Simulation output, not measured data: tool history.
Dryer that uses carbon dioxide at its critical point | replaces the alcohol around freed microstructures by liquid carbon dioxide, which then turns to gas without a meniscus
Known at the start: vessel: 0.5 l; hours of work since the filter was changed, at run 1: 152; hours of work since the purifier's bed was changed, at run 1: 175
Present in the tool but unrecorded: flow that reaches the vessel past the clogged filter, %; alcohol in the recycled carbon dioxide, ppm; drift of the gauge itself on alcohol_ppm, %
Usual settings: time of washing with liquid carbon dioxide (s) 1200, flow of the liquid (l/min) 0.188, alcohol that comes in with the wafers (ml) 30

| run | day | time of washing with liquid carbon dioxide (s) | flow of the liquid (l/min) | alcohol that comes in with the wafers (ml) | hours of work since the filter was changed | hours of work since the purifier's bed was changed | alcohol left in the vessel before it's heated (ppm by volume) |
|---|---|---|---|---|---|---|---|
| 1 | 0 | 1200 | 0.188 | 30 | 152 | 175 | 134 |
| 2 | 0.312 | 1200 | 0.188 | 30 | 154 | 177 | 129 |
| 3 | 0.896 | 1200 | 0.188 | 30 | 159 | 182 | 129 |
| 4 | 1.538 | 1200 | 0.188 | 30 | 163 | 187 | 140 |
| 5 | 2.2 | 1200 | 0.188 | 30 | 168 | 192 | 134 |
| 6 | 2.712 | 1200 | 0.188 | 30 | 172 | 195 | 145 |
| 7 | 3.362 | 1200 | 0.188 | 61 | 177 | 200 | 256 |
| 8 | 3.85 | 1020 | 0.188 | 30 | 181 | 204 | 324 |
| 9 | 4.183 | 1020 | 0.188 | 30 | 183 | 207 | 327 |
| 10 | 4.588 | 1200 | 0.188 | 38 | 186 | 210 | 174 |
| 11 | 5.029 | 1200 | 0.188 | 38 | 190 | 213 | 171 |
| 12 | 5.379 | 1200 | 0.188 | 38 | 192 | 216 | 176 |
| 13 | 5.758 | 1200 | 0.188 | 113 | 195 | 218 | 487 |
| 14 | 6.238 | 1080 | 0.188 | 113 | 199 | 222 | 868 |
| 15 | 6.85 | 1200 | 0.188 | 30 | 203 | 227 | 147 |
| 16 | 7.446 | 1200 | 0.188 | 30 | 208 | 231 | 146 |
| 17 | 7.95 | 1200 | 0.188 | 108 | 212 | 235 | 478 |
| 18 | 8.55 | 1200 | 0.188 | 108 | 216 | 239 | 478 |
| 19 | 8.933 | 1200 | 0.289 | 30 | 219 | 242 | 21 |
| 20 | 9.2 | 1200 | 0.188 | 44 | 221 | 244 | 212 |
| 21 | 9.638 | 1200 | 0.188 | 30 | 224 | 248 | 148 |
| 22 | 10.221 | 1200 | 0.188 | 30 | 229 | 252 | 162 |
| 23 | 10.688 | 1200 | 0.188 | 30 | 232 | 255 | 147 |
| 24 | 11.2 | 1200 | 0.188 | 87 | 236 | 259 | 413 |
| 25 | 11.788 | 1560 | 0.255 | 35 | 240 | 264 | 14 |
| 26 | 12.279 | 1200 | 0.188 | 47 | 244 | 267 | 245 |
| 27 | 12.938 | 720 | 0.113 | 45 | 249 | 272 | 10846 |

Run 28 has not been measured yet. What should we expect?
| 28 | 13.388 | 1620 | 0.304 | 20 | 252 | 276 | ? |

{"run 28": {"alcohol left in the vessel before it's heated (ppm by volume)": 29}}
On a tool with no hidden condition, and with the same random variation, this run would have come out at alcohol left in the vessel before it's heated (ppm by volume) 10.

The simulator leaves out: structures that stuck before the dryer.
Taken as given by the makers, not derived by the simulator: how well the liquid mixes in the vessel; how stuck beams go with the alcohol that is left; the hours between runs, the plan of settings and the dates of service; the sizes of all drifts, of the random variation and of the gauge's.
